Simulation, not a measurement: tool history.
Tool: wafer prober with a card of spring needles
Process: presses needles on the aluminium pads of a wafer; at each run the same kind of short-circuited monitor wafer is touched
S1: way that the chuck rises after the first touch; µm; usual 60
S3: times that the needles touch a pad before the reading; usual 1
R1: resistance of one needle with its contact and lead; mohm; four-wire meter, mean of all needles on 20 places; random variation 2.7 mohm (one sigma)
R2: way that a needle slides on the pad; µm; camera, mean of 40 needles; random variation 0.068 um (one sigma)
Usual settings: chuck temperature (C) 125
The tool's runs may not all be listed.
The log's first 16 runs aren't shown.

{"run": 17, "hour": 186.3, "S1": 60, "chuck temperature (C)": 125, "S3": 1, "R1": 313, "R2": 16.27}
{"hour": 193.0, "done": "tips cleaned on abrasive film"}
{"run": 18, "hour": 196.4, "S1": 66, "chuck temperature (C)": 36, "S3": 3, "R1": 279, "R2": 17.83}
{"run": 19, "hour": 210.6, "S1": 66, "chuck temperature (C)": 36, "S3": 3, "R1": 278, "R2": 17.75}
{"hour": 215.1, "done": "tips cleaned on abrasive film"}
{"run": 20, "hour": 224.4, "S1": 52, "chuck temperature (C)": 79, "S3": 2, "R1": 301, "R2": 14.04}
{"hour": 237.7, "done": "tips cleaned on abrasive film"}
{"run": 21, "hour": 239.8, "S1": 52, "chuck temperature (C)": 79, "S3": 2, "R1": 299, "R2": 13.92}
{"run": 22, "hour": 248.7, "S1": 52, "chuck temperature (C)": 79, "S3": 1, "R1": 298, "R2": 13.91}
{"run": 23, "hour": 256.8, "S1": 59, "chuck temperature (C)": 34, "S3": 1, "R1": 279, "R2": 15.84}
{"hour": 260.4, "done": "tips cleaned on abrasive film"}
{"run": 24, "hour": 263.8, "S1": 59, "chuck temperature (C)": 34, "S3": 1, "R1": 280, "R2": 15.92}
{"run": 25, "hour": 272.3, "S1": 59, "chuck temperature (C)": 31, "S3": 1, "R1": 275, "R2": 15.98}
{"hour": 282.7, "done": "tips cleaned on abrasive film"}
{"run": 26, "hour": 283.7, "S1": 70, "chuck temperature (C)": 68, "S3": 3, "R1": 290, "R2": 18.81}
{"run": 27, "hour": 297.3, "S1": 44, "chuck temperature (C)": 125, "S3": 2, "R1": 318, "R2": 11.78}
{"run": 28, "hour": 304.1, "S1": 60, "chuck temperature (C)": 45, "S3": 1, "R1": 284, "R2": 15.98}
{"hour": 305.1, "done": "tips cleaned on abrasive film"}
{"run": 29, "hour": 314.9, "S1": 43, "chuck temperature (C)": 55, "S3": 2, "R1": 302, "R2": 11.44}
{"hour": 323.0, "done": "gauge calibrated"}
{"run": 30, "hour": 324.3, "S1": 67, "chuck temperature (C)": 41, "S3": 2, "R1": 285, "R2": 18.44}
{"hour": 327.4, "done": "tips cleaned on abrasive film"}
{"run": 31, "hour": 331.1, "S1": 75, "chuck temperature (C)": 105, "S3": 1, "R1": 298, "R2": 20.72}
{"run": 32, "hour": 344.9, "S1": 73, "chuck temperature (C)": 37, "S3": 1, "R1": 276, "R2": 19.99}
{"hour": 349.9, "done": "tips cleaned on abrasive film"}
{"run": 33, "hour": 354.0, "S1": 47, "chuck temperature (C)": 37, "S3": 2, "R1": 284, "R2": 12.88}

3 ways to go on from here, each from the tool as it stands after run 33. What would each give?
{"run": "A", "hour": 364.2, "S1": 70, "chuck temperature (C)": 125, "S3": 2, "R1": "?", "R2": "?"}
{"run": "B", "hour": 364.2, "S1": 47, "chuck temperature (C)": 37, "S3": 1, "R1": "?", "R2": "?"}
{"run": "C", "hour": 364.2, "S1": 73, "chuck temperature (C)": 125, "S3": 2, "R1": "?", "R2": "?"}

run=A R1=306 R2=19.18
run=B R1=285 R2=12.94
run=C R1=300 R2=20.08
Without the tool's hidden state the same runs would have given:
run=A R1=305 R2=19.25
run=B R1=284 R2=12.98
run=C R1=300 R2=20.15

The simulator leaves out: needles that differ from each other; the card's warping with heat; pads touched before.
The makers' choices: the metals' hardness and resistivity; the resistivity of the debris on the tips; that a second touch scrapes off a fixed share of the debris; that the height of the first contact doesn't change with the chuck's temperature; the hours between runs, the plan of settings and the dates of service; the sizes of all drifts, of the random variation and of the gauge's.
